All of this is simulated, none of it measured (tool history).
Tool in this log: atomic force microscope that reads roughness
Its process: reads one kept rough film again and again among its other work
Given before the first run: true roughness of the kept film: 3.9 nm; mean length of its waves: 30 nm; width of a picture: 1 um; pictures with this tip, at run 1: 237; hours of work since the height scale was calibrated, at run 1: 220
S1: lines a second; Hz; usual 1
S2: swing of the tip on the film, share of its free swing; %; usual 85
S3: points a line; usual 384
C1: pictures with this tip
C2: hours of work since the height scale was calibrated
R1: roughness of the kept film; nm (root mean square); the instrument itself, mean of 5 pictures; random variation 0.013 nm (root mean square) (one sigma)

run   hour    S1  S2    S3   C1   C2     R1
  1      0     1  85   384  237  220  2.302
       2.4  -- new tip fitted
  2   14.1  1.43  85   384   16  226  2.928
  3   30.8  1.43  85   384   40  233  2.859
  4   48.5  1.43  85   384   65  241  2.748
  5   67.5  1.43  85   384   92  250  2.685
  6   84.3     1  85   384  116  257  2.699
  7  102.9     1  85   394  143  265  2.629
  8  113.1     1  85   394  157  270  2.579
  9  137.3     1  85   669  192  281  2.494
 10  154.6     1  85   702  216  289  2.416
 11  168.2     1  85   702  236  295  2.367
     170.4  -- new tip fitted
 12  187.9     1  85   702   25  303  3.025
 13  200.9     1  85   433   44  309  2.946
 14  211.6     1  85   384   59  314  2.854
 15  235.4     1  85   384   93  325  2.761
 16  246.4     1  85   384  109  329  2.695
 17  268.1     1  85   384  140  339  2.617
 18  281.3     1  85   384  158  345  2.519
 19  302.7  0.76  85   384  189  355  2.502
 20  314.8  0.76  85   384  206  360  2.461
 21  325.6     1  85   376  222  365  2.359
     337.8  -- new tip fitted
 22  345.7  3.31  85   384   11  374   2.51
 23  370.1     1  85   398   46  385  2.915
 24  391.5     1  85   398   77  394  2.785
 25  408.6     1  85   398  101  402  2.696
 26  426.3  0.74  85   744  126  410  2.704
 27  440.9  0.74  86   744  147  416  2.614
 28  463.6  2.97  74   384  179  427  2.323
 29  486.4  0.55  75   485  212  437  2.536
 30  497.6  0.55  75   485  228  442  2.483
       505  -- new tip fitted
 31  508.6  2.56  63   514    5  447  3.171
 32    524  0.78  59   384   27  454  3.281
 33  542.3  2.12  59   868   53  462  3.087
 34  566.6  2.12  59   438   88  473  2.907
 35  586.1  1.62  57   384  115  481  2.876
 36    597  1.62  82  1007  131  486  2.562
 37  610.7  3.43  82   293  151  492  2.173
 38  623.9  3.43  82   293  169  498  2.158
 39  635.7  3.43  82   293  186  504  2.109
 40  652.9  0.53  82   306  211  511  2.532
 41  666.8  0.72  85   442  230  518  2.453
     673.4  -- new tip fitted
 42  686.6  1.45  85   520   19  526  2.946
 43  708.1  1.45  57   520   50  536  3.144
 44  728.9  1.28  56   517   79  545  3.055
 45  740.8  1.63  84   426   96  550  2.611
 46  764.4  1.63  84   426  130  561   2.52
 47  775.5     1  58   384  146  566  2.805
 48  796.2     1  85   580  175  575  2.493
 49  811.9     1  68   964  198  582  2.583

Predict each of these 3 candidate next runs independently; none follows another, all start after run 49:
  A  828.7  1.63  77  293  222  590   ?
  B  828.7  0.64  73  705  222  590   ?
  C  828.7  0.59  85  384  222  590   ?

run     R1
  A  2.331
  B  2.518
  C  2.473
With no hidden state in the tool, these same runs would have given:
run     R1
  A   3.09
  B  3.337
  C  3.279
